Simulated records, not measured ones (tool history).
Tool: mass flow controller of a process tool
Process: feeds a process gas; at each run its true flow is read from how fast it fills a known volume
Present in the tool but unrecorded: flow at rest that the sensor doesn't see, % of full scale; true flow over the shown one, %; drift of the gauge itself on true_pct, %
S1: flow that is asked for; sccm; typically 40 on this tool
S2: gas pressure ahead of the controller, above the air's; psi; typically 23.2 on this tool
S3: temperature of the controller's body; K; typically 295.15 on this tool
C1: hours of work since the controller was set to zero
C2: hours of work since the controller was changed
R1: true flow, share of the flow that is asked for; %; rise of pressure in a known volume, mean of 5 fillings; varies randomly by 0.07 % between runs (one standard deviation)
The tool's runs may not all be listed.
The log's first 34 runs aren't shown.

-- hour=3196.3 controller exchanged for a calibrated one
run 35 hour=3275.1 | S1=39 S2=38.1 S3=301.15 | C1=40 C2=40 | R1=99.32
run 36 hour=3407.9 | S1=9 S2=38.1 S3=296.15 | C1=107 C2=107 | R1=97.69
run 37 hour=3500.3 | S1=9 S2=30 S3=303.15 | C1=153 C2=153 | R1=97.1
run 38 hour=3611.8 | S1=17 S2=26.7 S3=298.15 | C1=210 C2=210 | R1=97.88
run 39 hour=3702.7 | S1=17 S2=26.7 S3=298.15 | C1=256 C2=256 | R1=97.72
run 40 hour=3784 | S1=17 S2=33.4 S3=309.15 | C1=297 C2=297 | R1=97.27
run 41 hour=3878.5 | S1=8 S2=33.4 S3=310.15 | C1=344 C2=344 | R1=96.66
run 42 hour=3938.4 | S1=6 S2=33.4 S3=310.15 | C1=374 C2=374 | R1=96.6
run 43 hour=4003.3 | S1=27 S2=28 S3=295.15 | C1=407 C2=407 | R1=98.6
run 44 hour=4067.1 | S1=27 S2=28 S3=295.15 | C1=439 C2=439 | R1=98.63
run 45 hour=4125.2 | S1=27 S2=28 S3=295.15 | C1=469 C2=469 | R1=98.55
run 46 hour=4204.2 | S1=33 S2=39.5 S3=313.15 | C1=509 C2=509 | R1=98.18
run 47 hour=4311.6 | S1=33 S2=39.5 S3=313.15 | C1=563 C2=563 | R1=98.31
run 48 hour=4438.9 | S1=8 S2=35.8 S3=313.15 | C1=627 C2=627 | R1=96.47

4 options for the next run, each taken on its own from the tool as it stands now. Forecast them:
run A hour=4552.1 | S1=40 S2=23.2 S3=305.15 | C1=684 C2=684 | R1=?
run B hour=4552.1 | S1=49 S2=26.7 S3=310.15 | C1=684 C2=684 | R1=?
run C hour=4552.1 | S1=40 S2=23.2 S3=295.15 | C1=684 C2=684 | R1=?
run D hour=4552.1 | S1=8 S2=21.2 S3=313.15 | C1=684 C2=684 | R1=?

run=A R1=98.71
run=B R1=99.1
run=C R1=99.21
run=D R1=96.26
The same runs, with their run-to-run variation unchanged, on a tool lacking any hidden condition would have given:
run=A R1=98.83
run=B R1=99.23
run=C R1=99.33
run=D R1=96.2

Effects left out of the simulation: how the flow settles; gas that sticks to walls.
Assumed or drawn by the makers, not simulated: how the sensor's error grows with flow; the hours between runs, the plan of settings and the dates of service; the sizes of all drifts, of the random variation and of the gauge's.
